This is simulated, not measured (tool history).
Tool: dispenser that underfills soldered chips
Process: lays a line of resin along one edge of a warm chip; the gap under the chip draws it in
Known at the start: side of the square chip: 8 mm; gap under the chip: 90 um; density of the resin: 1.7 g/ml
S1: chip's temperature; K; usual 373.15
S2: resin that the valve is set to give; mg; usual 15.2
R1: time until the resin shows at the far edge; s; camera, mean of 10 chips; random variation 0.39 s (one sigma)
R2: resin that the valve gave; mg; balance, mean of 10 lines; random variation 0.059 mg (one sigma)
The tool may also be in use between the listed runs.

run,hour,S1,S2,R1,R2
1,0.0,373.15,15.2,28.0,14.15
2,2.7,373.15,15.2,31.2,14.06
3,9.8,373.15,15.2,26.1,15.30
4,13.0,373.15,15.2,29.5,15.19
5,16.9,377.15,15.2,28.3,15.12
6,20.0,377.15,15.2,21.0,15.07
7,24.1,377.15,15.2,24.7,15.11
8,29.8,373.15,15.2,37.3,15.13
9,34.5,377.15,15.2,23.9,14.97
10,38.7,373.15,15.2,33.5,14.96
11,41.7,373.15,15.2,25.0,14.99
12,45.8,373.15,15.2,29.4,14.92
13,51.4,373.15,15.2,35.6,14.89
14,56.6,373.15,15.2,28.2,14.85
15,61.0,373.15,14.9,33.8,14.51
16,65.4,373.15,14.9,26.2,14.52
17,70.9,373.15,14.9,31.5,14.43
18,74.2,373.15,16.3,35.9,15.85
19,79.7,373.15,16.3,30.4,15.76
20,83.6,373.15,16.3,34.5,15.82
21,86.8,373.15,16.3,25.4,15.80
22,91.3,385.15,18.2,18.4,17.57
23,96.3,361.15,19.8,60.7,19.14
24,100.7,387.15,16.5,16.1,15.91
25,105.2,359.15,16.2,62.7,15.58
26,111.1,359.15,16.2,51.3,15.41
27,114.2,359.15,16.2,56.7,15.44
28,118.6,358.15,18.5,71.0,17.53
29,121.5,378.15,19.5,21.8,18.62
30,127.4,378.15,19.5,27.1,18.57
31,129.9,362.15,14.5,60.5,13.69
32,135.7,362.15,14.5,49.5,13.65
33,138.5,362.15,14.5,54.7,13.66
34,143.1,373.15,15.2,26.3,14.19
35,148.9,386.15,13.3,18.5,13.30
36,151.8,386.15,13.3,21.2,13.32

Taken out of this log: 15 entries between the listed runs. Where each belongs, and how the hidden state differs across it:
Between runs 2 and 3: dispensing valve cleaned and set on the balance (hour 4.7); new syringe of resin (hour 8.4)
  resin's viscosity, % of fresh resin's: 123.5 -> 106.1; dose that the valve gives, % of what is set: 93.35 -> 100.1; true chip temperature over the reading, C: -0.21 -> -0.24
  measured less the result without the state, R1: +6.3 -> +1.7 s; R2: -1.01 -> +0.02 mg
Between runs 5 and 6: new syringe of resin (hour 19.6)
  resin's viscosity, % of fresh resin's: 137.3 -> 103.3; dose that the valve gives, % of what is set: 99.78 -> 99.65; true chip temperature over the reading, C: -0.27 -> -0.28
  measured less the result without the state, R1: +8.0 -> +1.0 s; R2: -0.03 -> -0.05 mg
Between runs 8 and 9: new syringe of resin (hour 30.8)
  resin's viscosity, % of fresh resin's: 147.3 -> 113.9; dose that the valve gives, % of what is set: 99.17 -> 98.96; true chip temperature over the reading, C: -0.33 -> -0.35
  measured less the result without the state, R1: +12.3 -> +3.2 s; R2: -0.12 -> -0.16 mg
Between runs 10 and 11: new syringe of resin (hour 41.7)
  resin's viscosity, % of fresh resin's: 132.8 -> 100.5; dose that the valve gives, % of what is set: 98.77 -> 98.65; true chip temperature over the reading, C: -0.38 -> -0.39
  measured less the result without the state, R1: +8.7 -> +0.6 s; R2: -0.19 -> -0.20 mg
Between runs 13 and 14: new syringe of resin (hour 52.7)
  resin's viscosity, % of fresh resin's: 142.5 -> 114.7; dose that the valve gives, % of what is set: 98.18 -> 97.96; true chip temperature over the reading, C: -0.44 -> -0.46
  measured less the result without the state, R1: +11.0 -> +4.3 s; R2: -0.28 -> -0.32 mg
Between runs 15 and 16: new syringe of resin (hour 63.9)
  resin's viscosity, % of fresh resin's: 134.6 -> 104.4; dose that the valve gives, % of what is set: 97.77 -> 97.57; true chip temperature over the reading, C: -0.48 -> -0.5
  measured less the result without the state, R1: +9.2 -> +1.8 s; R2: -0.33 -> -0.36 mg
Between runs 18 and 19: new syringe of resin (hour 74.8)
  resin's viscosity, % of fresh resin's: 143.7 -> 119.6; dose that the valve gives, % of what is set: 97.18 -> 96.91; true chip temperature over the reading, C: -0.55 -> -0.57
  measured less the result without the state, R1: +11.5 -> +5.7 s; R2: -0.46 -> -0.50 mg
Between runs 20 and 21: new syringe of resin (hour 86.0)
  resin's viscosity, % of fresh resin's: 137.8 -> 102.9; dose that the valve gives, % of what is set: 96.74 -> 96.6; true chip temperature over the reading, C: -0.59 -> -0.61
  measured less the result without the state, R1: +10.0 -> +1.5 s; R2: -0.54 -> -0.56 mg
Between runs 23 and 24: new syringe of resin (hour 97.1)
  resin's viscosity, % of fresh resin's: 145.1 -> 114.1; dose that the valve gives, % of what is set: 96.16 -> 95.95; true chip temperature over the reading, C: -0.66 -> -0.68
  measured less the result without the state, R1: +19.9 -> +2.4 s; R2: -0.76 -> -0.67 mg
Between runs 25 and 26: new syringe of resin (hour 108.3)
  resin's viscosity, % of fresh resin's: 134.4 -> 109.8; dose that the valve gives, % of what is set: 95.74 -> 95.48; true chip temperature over the reading, C: -0.7 -> -0.73
  measured less the result without the state, R1: +17.8 -> +6.3 s; R2: -0.69 -> -0.73 mg
Between runs 28 and 29: new syringe of resin (hour 119.6)
  resin's viscosity, % of fresh resin's: 143.9 -> 107.7; dose that the valve gives, % of what is set: 95.13 -> 95.01; true chip temperature over the reading, C: -0.76 -> -0.78
  measured less the result without the state, R1: +23.5 -> +2.3 s; R2: -0.90 -> -0.97 mg
Between runs 31 and 32: new syringe of resin (hour 130.6)
  resin's viscosity, % of fresh resin's: 146 -> 119.7; dose that the valve gives, % of what is set: 94.61 -> 94.35; true chip temperature over the reading, C: -0.82 -> -0.85
  measured less the result without the state, R1: +20.9 -> +10.2 s; R2: -0.78 -> -0.82 mg
Between runs 33 and 34: new syringe of resin (hour 142.0)
  resin's viscosity, % of fresh resin's: 132.1 -> 103.6; dose that the valve gives, % of what is set: 94.22 -> 93.99; true chip temperature over the reading, C: -0.86 -> -0.88
  measured less the result without the state, R1: +15.3 -> +2.1 s; R2: -0.84 -> -0.91 mg
Between runs 34 and 35: dispensing valve cleaned and set on the balance (hour 145.0)
  resin's viscosity, % of fresh resin's: 103.6 -> 123.3; dose that the valve gives, % of what is set: 93.99 -> 99.85; true chip temperature over the reading, C: -0.88 -> -0.91
  measured less the result without the state, R1: +2.1 -> +4.1 s; R2: -0.91 -> -0.02 mg
